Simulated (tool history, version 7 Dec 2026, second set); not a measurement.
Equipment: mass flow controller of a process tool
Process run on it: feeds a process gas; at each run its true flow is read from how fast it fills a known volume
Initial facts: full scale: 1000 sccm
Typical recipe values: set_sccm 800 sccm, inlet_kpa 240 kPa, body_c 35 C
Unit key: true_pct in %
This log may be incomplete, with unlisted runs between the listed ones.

run	hour	set_sccm	inlet_kpa	body_c	true_pct
1	0	800	240	35	99.69
2	67.9	800	240	35	99.77
3	171.1	660	240	35	99.64
4	263.1	660	240	35	99.55
5	314.7	800	240	35	99.75
6	359.6	800	240	35	99.91
7	403.5	800	240	35	99.89
8	461.9	800	240	34	99.89
9	555.5	800	240	34	99.96
10	624.7	800	240	34	99.95
11	712.4	800	240	34	99.84
12	772.6	800	240	35	99.95
13	822.1	800	240	35	99.96
14	916.9	800	240	35	100
15	978.6	800	191	35	99.81
16	1063.8	800	191	35	100.04
17	1165.2	800	240	33	100.06
18	1259	342	240	33	99.33
# hour 1265.9: controller's zero set anew
19	1305	800	279	35	100.04
20	1405.4	800	279	35	100.08
21	1486.6	800	279	35	99.99
22	1585.9	800	279	35	100.14
23	1644.1	800	279	35	100.2
24	1691.8	800	279	39	99.86
# hour 1742.8: controller's zero set anew, once more
25	1742.8	800	279	39	100.44
26	1818.1	800	240	24	101.38
27	1918	209	186	35	100.14
28	2008.9	800	189	26	101.11
29	2101	800	189	26	101.2
30	2194	800	189	26	101.08
31	2254.4	407	240	35	100.51
32	2347.9	407	218	35	100.5
33	2450.8	407	218	35	100.44
34	2531.6	407	218	35	100.59
35	2576.9	147	148	21	100.43
36	2658.7	543	240	31	100.98
37	2736.1	543	240	31	100.95
38	2793.8	543	240	31	100.99
39	2848.6	634	181	23	101.43
40	2942.9	122	240	24	99.94
41	3016.9	166	240	35	99.87
42	3068.9	384	275	35	100.67
43	3134.1	384	195	34	100.46
44	3237.3	110	240	28	99.51
45	3321.3	110	240	28	99.66
46	3385.3	122	277	27	100
47	3460.1	122	277	27	99.85
48	3527.9	538	144	27	101.09
49	3591.5	399	144	39	100.24

3 ways to go on from here, each from the tool as it stands after run 49. What would each give?
A	3659.5	399	144	21	?
B	3659.5	270	149	28	?
C	3659.5	172	153	35	?

run	true_pct
A	101.15
B	100.49
C	99.55
With the hidden condition removed and each run's random variation left untouched, the same runs would have given:
run	true_pct
A	99.62
B	99.21
C	98.72

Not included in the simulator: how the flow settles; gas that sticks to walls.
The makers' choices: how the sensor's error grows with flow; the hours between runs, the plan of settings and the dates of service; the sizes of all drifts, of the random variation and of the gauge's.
